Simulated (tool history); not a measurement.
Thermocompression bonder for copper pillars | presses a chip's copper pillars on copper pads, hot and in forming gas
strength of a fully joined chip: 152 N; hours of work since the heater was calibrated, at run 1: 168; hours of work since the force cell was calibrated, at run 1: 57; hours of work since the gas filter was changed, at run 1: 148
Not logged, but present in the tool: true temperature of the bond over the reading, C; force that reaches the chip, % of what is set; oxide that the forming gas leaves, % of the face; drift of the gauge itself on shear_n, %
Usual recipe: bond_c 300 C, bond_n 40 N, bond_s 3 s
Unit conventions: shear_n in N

run,hour,bond_c,bond_n,bond_s,hours of work since the heater was calibrated,hours of work since the force cell was calibrated,hours of work since the gas filter was changed,shear_n
1,0,300,40,3,168,57,148,95.3
2,23.1,300,40,3,184,73,164,95.6
3,35.5,300,40,3,193,81,172,95.6
4,55.3,300,31,3,206,95,186,81.4
5,67.7,300,40,6,214,103,194,113.6
6,91.6,300,40,6,231,119,210,114
7,106,300,40,6,240,129,220,113.6
8,127.5,300,40,6,255,144,235,113.6
9,149.5,300,40,6,270,159,250,112.7
10,162,300,40,6,278,167,258,112.6
11,184.8,300,40,6,294,183,274,111.9
12,200.3,300,40,6,304,193,284,113
13,221.7,300,40,2,319,208,299,82.5
# hour 226.6: forming gas filter changed
14,238.3,300,40,3,330,219,8,97.2
15,249.7,300,40,3,337,226,16,98
16,267,300,40,3,349,238,27,96.5
# hour 269.8: force cell calibrated
17,284.1,300,40,3,360,10,38,97.4
18,295.9,300,40,3,368,18,46,97.7
19,309.5,300,40,3,377,27,55,96.7
20,329.5,296,40,3,391,40,69,92.9
21,343.5,317,60,9,400,50,78,144.9
22,360.2,317,60,9,411,61,90,145.3
23,374.5,317,60,9,421,71,99,147.4
24,396.5,317,60,9,436,86,114,146.9
# hour 410.8: force cell calibrated, once more
25,415.9,317,60,9,448,3,126,146.9
26,435.2,317,60,9,461,17,139,146.1
27,450,300,40,6,471,27,149,112.6
28,464.9,292,40,5,481,37,160,98.5
29,487.9,292,40,5,497,52,175,99.4
30,500.8,300,30,5,506,61,184,89.7
31,517.3,300,30,5,517,72,195,90.6
32,538.8,316,30,2,531,87,210,80.1
33,559.8,327,56,4,546,101,224,135.7
34,575.2,307,40,2,556,111,234,89
35,598.4,296,47,2,572,127,250,86.2
36,621.3,275,51,4,587,143,266,89.7
37,633.6,275,51,4,596,151,274,90.5
38,657.7,301,55,5,612,167,290,123.5
39,671.7,301,26,3,622,177,300,69.1
# hour 675.7: forming gas filter changed
40,690,290,58,2,634,189,10,97

Branching from run 40: 4 alternative next runs. What would each branch give?
A,710.7,272,58,2,648,203,24,?
B,710.7,327,35,7,648,203,24,?
C,710.7,317,29,3,648,203,24,?
D,710.7,288,45,5,648,203,24,?

run,shear_n
A,78.1
B,131.7
C,92.7
D,104
Take away the tool's hidden state, keep each run's random variation, and the runs would have read:
run,shear_n
A,82
B,134.3
C,96.1
D,107.8
